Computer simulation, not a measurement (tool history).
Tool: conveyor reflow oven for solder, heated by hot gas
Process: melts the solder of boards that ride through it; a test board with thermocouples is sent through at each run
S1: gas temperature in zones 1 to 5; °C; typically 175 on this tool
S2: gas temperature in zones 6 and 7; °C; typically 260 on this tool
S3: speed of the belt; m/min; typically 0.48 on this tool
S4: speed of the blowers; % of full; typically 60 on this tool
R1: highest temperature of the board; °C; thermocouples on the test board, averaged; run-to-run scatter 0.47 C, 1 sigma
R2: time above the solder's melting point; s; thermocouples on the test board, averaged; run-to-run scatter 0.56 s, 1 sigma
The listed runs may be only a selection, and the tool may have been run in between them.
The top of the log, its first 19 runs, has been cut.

| run | hour | S1 | S2 | S3 | S4 | R1 | R2 |
|---|---|---|---|---|---|---|---|
|  | 804.8 | thermocouples of zones 6 and 7 changed |
| 20 | 849.7 | 185 | 257 | 0.505 | 58 | 243 | 50.7 |
|  | 895.9 | belt drive overhauled, speed set with a stopwatch, once more |
| 21 | 899.8 | 175 | 260 | 0.383 | 60 | 250.7 | 71 |
| 22 | 946.3 | 161 | 251 | 0.455 | 60 | 236 | 37.4 |
| 23 | 975.9 | 161 | 251 | 0.455 | 60 | 235 | 37.6 |
| 24 | 1040.3 | 175 | 260 | 0.48 | 84 | 246.4 | 52.9 |
| 25 | 1074 | 175 | 260 | 0.48 | 84 | 246.5 | 52.1 |
| 26 | 1139.2 | 174 | 268 | 0.416 | 90 | 257.4 | 71 |
|  | 1174.1 | flux residue cleaned out of gas plates and filters |
| 27 | 1196.4 | 163 | 260 | 0.48 | 65 | 243.7 | 45.2 |
| 28 | 1250.3 | 163 | 260 | 0.48 | 65 | 243 | 44.8 |
| 29 | 1281.7 | 163 | 260 | 0.48 | 65 | 243.2 | 46.2 |
| 30 | 1336.4 | 163 | 260 | 0.48 | 65 | 242.7 | 45.2 |

Alternative continuations, all from the tool just after run 30; predict every row:
| A | 1395.6 | 175 | 260 | 0.48 | 74 | ? | ? |
| B | 1395.6 | 168 | 251 | 0.489 | 60 | ? | ? |
| C | 1395.6 | 175 | 260 | 0.474 | 60 | ? | ? |

| run | R1 | R2 |
|---|---|---|
| A | 245.9 | 52.1 |
| B | 233.2 | 35.1 |
| C | 244 | 50.8 |
Take away the tool's hidden state, keep each run's random variation, and the runs would have read:
| run | R1 | R2 |
|---|---|---|
| A | 247.2 | 53.1 |
| B | 234.4 | 36.8 |
| C | 245.2 | 51.8 |

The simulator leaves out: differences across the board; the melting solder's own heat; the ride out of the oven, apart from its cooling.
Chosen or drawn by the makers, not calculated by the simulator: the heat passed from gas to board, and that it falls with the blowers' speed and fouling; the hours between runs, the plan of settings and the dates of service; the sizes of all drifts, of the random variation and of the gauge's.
